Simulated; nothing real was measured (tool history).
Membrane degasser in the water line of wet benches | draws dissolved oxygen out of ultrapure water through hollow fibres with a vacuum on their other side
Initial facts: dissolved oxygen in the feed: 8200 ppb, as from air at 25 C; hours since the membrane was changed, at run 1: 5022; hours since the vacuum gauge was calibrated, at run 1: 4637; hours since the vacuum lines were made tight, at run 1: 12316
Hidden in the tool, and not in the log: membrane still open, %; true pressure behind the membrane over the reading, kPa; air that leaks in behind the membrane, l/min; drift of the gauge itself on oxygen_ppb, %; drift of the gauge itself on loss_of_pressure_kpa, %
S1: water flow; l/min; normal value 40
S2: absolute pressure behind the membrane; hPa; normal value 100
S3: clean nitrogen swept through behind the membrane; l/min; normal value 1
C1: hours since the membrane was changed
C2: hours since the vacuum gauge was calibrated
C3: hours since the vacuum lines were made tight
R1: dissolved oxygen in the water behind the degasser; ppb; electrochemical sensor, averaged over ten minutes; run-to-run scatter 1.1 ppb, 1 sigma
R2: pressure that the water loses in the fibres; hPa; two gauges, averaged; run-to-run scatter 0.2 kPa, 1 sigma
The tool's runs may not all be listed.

run 1 day=0 | S1=40 S2=100 S3=1 | C1=5022 C2=4637 C3=12316 | R1=538.4 R2=424.4
run 2 day=3.454 | S1=40 S2=100 S3=1 | C1=5105 C2=4720 C3=12399 | R1=537.5 R2=428.5
run 3 day=6.796 | S1=40 S2=100 S3=1 | C1=5185 C2=4800 C3=12479 | R1=536 R2=421.5
run 4 day=10.033 | S1=40 S2=100 S3=1 | C1=5263 C2=4878 C3=12557 | R1=538.4 R2=426.8
run 5 day=15.512 | S1=40 S2=100 S3=1 | C1=5394 C2=5009 C3=12689 | R1=538.7 R2=427.4
run 6 day=18.812 | S1=40 S2=100 S3=1 | C1=5473 C2=5089 C3=12768 | R1=538.1 R2=426.4
run 7 day=22.925 | S1=40 S2=100 S3=1 | C1=5572 C2=5187 C3=12866 | R1=537.5 R2=428.4
-- day=23.35 vacuum gauge calibrated
run 8 day=26.121 | S1=40 S2=100 S3=1 | C1=5648 C2=67 C3=12943 | R1=542.9 R2=427
run 9 day=31.383 | S1=40 S2=65 S3=1 | C1=5774 C2=193 C3=13069 | R1=282.6 R2=427.1
run 10 day=36.712 | S1=40 S2=65 S3=1 | C1=5902 C2=321 C3=13197 | R1=283 R2=427
run 11 day=40.367 | S1=40 S2=65 S3=1 | C1=5990 C2=408 C3=13285 | R1=282.6 R2=426.6
run 12 day=43.812 | S1=40 S2=65 S3=1 | C1=6073 C2=491 C3=13367 | R1=282.7 R2=426.1

Alternative continuations, all from the tool just after run 12; predict every row:
run A day=49.046 | S1=40 S2=71 S3=1 | C1=6198 C2=617 C3=13493 | R1=? R2=?
run B day=49.046 | S1=33 S2=65 S3=1.92 | C1=6198 C2=617 C3=13493 | R1=? R2=?
run C day=49.046 | S1=39 S2=150 S3=1.99 | C1=6198 C2=617 C3=13493 | R1=? R2=?

run=A R1=328.6 R2=425.8
run=B R1=141.3 R2=349.2
run=C R1=514.9 R2=418.9
The same runs, with their run-to-run variation unchanged, on a tool lacking any hidden condition would have given:
run=A R1=315.4 R2=414
run=B R1=132.6 R2=339.5
run=C R1=500.9 R2=407.3
